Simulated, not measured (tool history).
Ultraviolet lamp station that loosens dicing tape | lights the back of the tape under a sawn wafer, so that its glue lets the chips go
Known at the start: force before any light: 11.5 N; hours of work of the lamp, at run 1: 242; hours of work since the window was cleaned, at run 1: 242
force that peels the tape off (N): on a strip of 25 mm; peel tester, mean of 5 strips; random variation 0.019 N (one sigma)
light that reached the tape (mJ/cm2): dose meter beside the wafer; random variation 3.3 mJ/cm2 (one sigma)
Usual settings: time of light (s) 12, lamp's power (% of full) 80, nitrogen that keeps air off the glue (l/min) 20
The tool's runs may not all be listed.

| run | day | time of light (s) | lamp's power (% of full) | nitrogen that keeps air off the glue (l/min) | hours of work of the lamp | hours of work since the window was cleaned | force that peels the tape off (N) | light that reached the tape (mJ/cm2) |
|---|---|---|---|---|---|---|---|---|
| 1 | 0.000 | 12 | 80 | 20 | 242 | 242 | 1.107 | 477 |
| 2 | 1.517 | 14 | 80 | 20 | 258 | 258 | 0.804 | 550 |
| 3 | 2.975 | 14 | 80 | 20 | 274 | 274 | 0.837 | 555 |
| 4 | 5.275 | 14 | 80 | 20 | 299 | 299 | 0.834 | 550 |
| 5 | 6.246 | 14 | 80 | 20 | 309 | 309 | 0.835 | 547 |
| 6 | 7.538 | 12 | 80 | 6 | 323 | 323 | 2.173 | 467 |
| 7 | 9.842 | 12 | 80 | 6 | 348 | 348 | 2.267 | 463 |
| 8 | 11.642 | 11 | 80 | 7 | 367 | 367 | 2.376 | 419 |
| 9 | 13.529 | 7 | 79 | 34 | 388 | 388 | 2.595 | 262 |
| 10 | 15.671 | 12 | 96 | 20 | 411 | 411 | 0.834 | 536 |
| 11 | 16.908 | 18 | 78 | 20 | 424 | 424 | 0.539 | 646 |
| 12 | 17.917 | 18 | 78 | 8 | 435 | 435 | 0.989 | 653 |
| 13 | 20.154 | 18 | 78 | 8 | 459 | 459 | 0.988 | 648 |
| 14 | 21.304 | 12 | 89 | 9 | 471 | 471 | 1.619 | 493 |

Measured less the same run without the tool's hidden state. The same run-to-run variation is in both; the gauge's scatter may not be:
The hidden state here: lamp's light, % of a new lamp's; light that the window lets through, % of a clean one's; drift of the gauge itself on peel_n, %; drift of the gauge itself on dose_mj_cm2, %.
| run | force that peels the tape off (N) | light that reached the tape (mJ/cm2) |
|---|---|---|
| 1 | +0.185 | -44 |
| 2 | +0.146 | -54 |
| 3 | +0.159 | -57 |
| 4 | +0.173 | -63 |
| 5 | +0.179 | -64 |
| 6 | +0.379 | -57 |
| 7 | +0.420 | -62 |
| 8 | +0.449 | -59 |
| 9 | +0.496 | -39 |
| 10 | +0.225 | -85 |
| 11 | +0.143 | -107 |
| 12 | +0.282 | -110 |
| 13 | +0.294 | -116 |
| 14 | +0.446 | -90 |

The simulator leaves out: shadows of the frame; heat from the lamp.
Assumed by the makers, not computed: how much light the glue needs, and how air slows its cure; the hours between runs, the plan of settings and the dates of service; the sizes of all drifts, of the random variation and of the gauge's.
